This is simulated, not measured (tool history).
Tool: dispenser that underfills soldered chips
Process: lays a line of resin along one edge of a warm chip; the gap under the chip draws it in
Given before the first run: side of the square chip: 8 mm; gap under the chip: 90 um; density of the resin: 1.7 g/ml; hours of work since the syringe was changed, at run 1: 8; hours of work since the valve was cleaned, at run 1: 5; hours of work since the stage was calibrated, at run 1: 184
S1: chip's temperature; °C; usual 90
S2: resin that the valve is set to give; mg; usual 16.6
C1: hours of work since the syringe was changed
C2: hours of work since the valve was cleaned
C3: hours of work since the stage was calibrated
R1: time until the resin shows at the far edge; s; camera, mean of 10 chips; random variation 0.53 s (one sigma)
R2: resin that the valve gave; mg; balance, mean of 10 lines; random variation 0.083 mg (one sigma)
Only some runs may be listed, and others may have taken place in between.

run	day	S1	S2	C1	C2	C3	R1	R2
1	0.000	90	16.6	8	5	184	65.6	16.47
# day 0.154: new syringe of resin
2	0.175	90	20.6	0	8	187	46.1	20.50
3	0.433	90	20.6	5	13	192	57.2	20.37
4	0.567	90	16.6	8	16	194	66.6	16.37
# day 0.725: new syringe of resin
5	0.725	90	16.6	0	19	197	45.1	16.40
6	0.925	90	16.6	4	22	201	53.8	16.43
7	1.112	90	16.6	7	26	204	65.8	16.24
# day 1.300: new syringe of resin
8	1.325	87	16.6	0	30	208	50.4	16.26
9	1.454	87	16.6	3	32	211	57.4	16.23
10	1.617	87	16.6	6	35	214	66.6	16.03
11	1.804	81	16.6	10	39	217	96.7	16.28
# day 1.883: new syringe of resin
12	2.075	81	16.6	4	44	222	74.0	16.17
13	2.200	81	16.6	6	46	225	82.4	16.16
# day 2.458: new syringe of resin
14	2.458	81	16.6	0	51	229	62.1	16.04
15	2.662	98	15.5	4	55	233	43.8	14.89
16	2.838	98	15.5	7	58	237	50.4	15.03
# day 3.042: new syringe of resin
17	3.046	98	20.5	0	62	240	35.4	19.51
18	3.175	98	20.5	3	64	243	40.9	19.56
19	3.346	84	14.2	6	67	246	76.8	13.53
20	3.546	84	14.2	10	71	250	90.4	13.48
# day 3.625: new syringe of resin
21	3.750	84	14.2	2	75	253	65.0	13.35
22	4.000	95	17.9	7	80	258	56.2	17.04
# day 4.212: new syringe of resin
23	4.217	89	14.5	0	84	262	48.7	13.64
24	4.379	86	14.2	3	87	265	63.4	13.34
25	4.588	86	15.4	7	91	269	75.7	14.39
# day 4.804: new syringe of resin
26	4.838	90	21.2	1	95	274	47.4	19.97
27	5.012	102	20.1	4	98	277	37.7	18.83

What if the next run were any one of these 3? Each begins from the tool's condition after run 27:
A	5.200	87	17.8	8	102	280	?	?
B	5.200	102	18.9	8	102	280	?	?
C	5.200	99	15.7	8	102	280	?	?

run	R1	R2
A	71.5	16.48
B	45.1	17.71
C	50.1	14.63
With no hidden state in the tool, these same runs would have given:
run	R1	R2
A	47.0	17.69
B	29.8	19.00
C	32.9	15.70
